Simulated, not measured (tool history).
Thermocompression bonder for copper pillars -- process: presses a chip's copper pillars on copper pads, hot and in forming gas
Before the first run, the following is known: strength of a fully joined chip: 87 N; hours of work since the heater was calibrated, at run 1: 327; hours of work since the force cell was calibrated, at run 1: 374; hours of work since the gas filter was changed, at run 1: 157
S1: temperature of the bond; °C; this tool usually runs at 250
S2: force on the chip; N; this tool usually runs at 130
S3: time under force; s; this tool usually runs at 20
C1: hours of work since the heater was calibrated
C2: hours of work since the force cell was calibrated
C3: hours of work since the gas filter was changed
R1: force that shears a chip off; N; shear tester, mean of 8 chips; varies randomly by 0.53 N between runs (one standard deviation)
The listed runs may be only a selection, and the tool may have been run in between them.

run 1 hour=0 | S1=250 S2=130 S3=20 | C1=327 C2=374 C3=157 | R1=43.8
run 2 hour=10.7 | S1=250 S2=130 S3=20 | C1=335 C2=383 C3=165 | R1=43.8
run 3 hour=28.7 | S1=250 S2=130 S3=45 | C1=350 C2=397 C3=179 | R1=55.5
run 4 hour=47 | S1=250 S2=130 S3=45 | C1=364 C2=411 C3=194 | R1=55.7
-- hour=63.4 forming gas filter changed
run 5 hour=65.4 | S1=250 S2=130 S3=34 | C1=378 C2=426 C3=2 | R1=51.1
run 6 hour=76.5 | S1=250 S2=130 S3=34 | C1=387 C2=434 C3=10 | R1=52.1
run 7 hour=92.7 | S1=250 S2=130 S3=34 | C1=400 C2=447 C3=23 | R1=51.3
run 8 hour=106.9 | S1=250 S2=155 S3=20 | C1=411 C2=458 C3=34 | R1=49.6
run 9 hour=119.3 | S1=250 S2=155 S3=20 | C1=421 C2=468 C3=44 | R1=48.6
run 10 hour=135.7 | S1=250 S2=155 S3=20 | C1=434 C2=481 C3=57 | R1=49.6
run 11 hour=153.6 | S1=250 S2=155 S3=20 | C1=448 C2=495 C3=71 | R1=50.1
run 12 hour=167.1 | S1=250 S2=130 S3=20 | C1=459 C2=506 C3=82 | R1=44.5
run 13 hour=184.8 | S1=250 S2=130 S3=20 | C1=473 C2=520 C3=96 | R1=43.9
run 14 hour=205.5 | S1=250 S2=129 S3=20 | C1=489 C2=536 C3=112 | R1=43.5
run 15 hour=223.8 | S1=250 S2=129 S3=20 | C1=503 C2=551 C3=127 | R1=42.4
run 16 hour=238.7 | S1=250 S2=129 S3=20 | C1=515 C2=563 C3=139 | R1=43.4
run 17 hour=259.4 | S1=250 S2=130 S3=20 | C1=532 C2=579 C3=155 | R1=43.6
run 18 hour=282.9 | S1=230 S2=149 S3=20 | C1=550 C2=597 C3=174 | R1=35.1
run 19 hour=295.7 | S1=275 S2=101 S3=47 | C1=560 C2=608 C3=184 | R1=62.6
run 20 hour=317.1 | S1=275 S2=101 S3=47 | C1=577 C2=624 C3=201 | R1=63.6
-- hour=324.1 forming gas filter changed
run 21 hour=336.9 | S1=275 S2=101 S3=47 | C1=592 C2=640 C3=10 | R1=64.3
run 22 hour=349.4 | S1=266 S2=127 S3=22 | C1=602 C2=650 C3=20 | R1=55.4
run 23 hour=366.6 | S1=243 S2=154 S3=23 | C1=616 C2=663 C3=34 | R1=46.4
run 24 hour=378 | S1=236 S2=91 S3=14 | C1=625 C2=672 C3=43 | R1=21
run 25 hour=392.8 | S1=245 S2=130 S3=20 | C1=637 C2=684 C3=54 | R1=40.7
run 26 hour=408.2 | S1=245 S2=180 S3=20 | C1=649 C2=696 C3=67 | R1=51.7
run 27 hour=430.8 | S1=245 S2=180 S3=18 | C1=667 C2=714 C3=84 | R1=49.6
run 28 hour=448.1 | S1=250 S2=180 S3=34 | C1=680 C2=728 C3=98 | R1=62.9
run 29 hour=466.8 | S1=278 S2=180 S3=34 | C1=695 C2=742 C3=113 | R1=78.1
run 30 hour=487.1 | S1=278 S2=180 S3=34 | C1=711 C2=759 C3=129 | R1=77.7
run 31 hour=496.6 | S1=278 S2=180 S3=34 | C1=719 C2=766 C3=136 | R1=77.9
run 32 hour=511.7 | S1=224 S2=187 S3=26 | C1=731 C2=778 C3=148 | R1=42
run 33 hour=526.3 | S1=224 S2=187 S3=26 | C1=742 C2=790 C3=160 | R1=41.3
run 34 hour=538.4 | S1=243 S2=149 S3=15 | C1=752 C2=799 C3=169 | R1=38.9

Here are 4 independent what-if runs from the current tool condition. What would each one return?
run A hour=550.9 | S1=260 S2=86 S3=20 | C1=762 C2=809 C3=179 | R1=?
run B hour=550.9 | S1=258 S2=130 S3=20 | C1=762 C2=809 C3=179 | R1=?
run C hour=550.9 | S1=243 S2=99 S3=15 | C1=762 C2=809 C3=179 | R1=?
run D hour=550.9 | S1=262 S2=132 S3=29 | C1=762 C2=809 C3=179 | R1=?

run=A R1=35.9
run=B R1=47.9
run=C R1=27
run=D R1=56.3
Take away the tool's hidden state, keep each run's random variation, and the runs would have read:
run=A R1=36.1
run=B R1=48.2
run=C R1=27.2
run=D R1=56.5
